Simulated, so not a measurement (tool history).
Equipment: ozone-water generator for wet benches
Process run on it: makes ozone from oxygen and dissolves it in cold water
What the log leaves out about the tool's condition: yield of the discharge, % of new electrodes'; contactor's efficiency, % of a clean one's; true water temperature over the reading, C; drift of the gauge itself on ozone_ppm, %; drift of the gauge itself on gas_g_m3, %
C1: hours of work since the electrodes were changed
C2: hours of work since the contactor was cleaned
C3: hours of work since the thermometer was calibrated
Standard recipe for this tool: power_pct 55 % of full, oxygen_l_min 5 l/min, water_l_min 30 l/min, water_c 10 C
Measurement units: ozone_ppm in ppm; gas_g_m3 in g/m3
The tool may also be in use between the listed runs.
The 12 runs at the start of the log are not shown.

Run 13, hour 450.2: usual settings but power_pct 52 % of full; C1 424; C2 5939; C3 784. Result: ozone_ppm 11.3 ppm, gas_g_m3 146.7 g/m3.
Run 14, hour 485.5: usual settings but power_pct 52 % of full; C1 448; C2 5962; C3 808. Result: ozone_ppm 11.3 ppm, gas_g_m3 144.9 g/m3.
Run 15, hour 512.5: usual settings but power_pct 52 % of full; C1 466; C2 5981; C3 826. Result: ozone_ppm 11.4 ppm, gas_g_m3 144.9 g/m3.
Run 16, hour 564.6: usual settings but power_pct 52 % of full; C1 502; C2 6016; C3 862. Result: ozone_ppm 11.4 ppm, gas_g_m3 144.8 g/m3.
Run 17, hour 610.5: usual settings but power_pct 74 % of full, oxygen_l_min 4.14 l/min, water_l_min 47 l/min; C1 533; C2 6047; C3 893. Result: ozone_ppm 8.9 ppm, gas_g_m3 223 g/m3.
Run 18, hour 643.6: usual settings but power_pct 67 % of full, oxygen_l_min 4.14 l/min, water_l_min 47 l/min, water_c 17 C; C1 555; C2 6069; C3 915. Result: ozone_ppm 7.7 ppm, gas_g_m3 203.8 g/m3.
Run 19, hour 698.8: usual settings but power_pct 42 % of full, oxygen_l_min 4.68 l/min, water_l_min 40 l/min, water_c 6 C; C1 592; C2 6107; C3 952. Result: ozone_ppm 6.9 ppm, gas_g_m3 124.1 g/m3.
Run 20, hour 751.5: usual settings but power_pct 60 % of full, oxygen_l_min 2.92 l/min, water_l_min 45 l/min, water_c 7 C; C1 628; C2 6142; C3 988. Result: ozone_ppm 7.2 ppm, gas_g_m3 226 g/m3.
Run 21, hour 788.3: usual settings but power_pct 53 % of full, water_c 17 C; C1 653; C2 6167; C3 1013. Result: ozone_ppm 10.8 ppm, gas_g_m3 150.6 g/m3.

Run 22 comes next. What will it give?
Run 22, hour 840.9: usual settings but power_pct 53 % of full, water_c 17 C; C1 688; C2 6203; C3 1049. Result: ozone_ppm ?, gas_g_m3 ?.

{"run 22": {"ozone_ppm": 10.9, "gas_g_m3": 149.4}}
If the tool had no hidden condition, the same run with the same run-to-run variation would have returned ozone_ppm 11.6 ppm, gas_g_m3 149.4 g/m3.
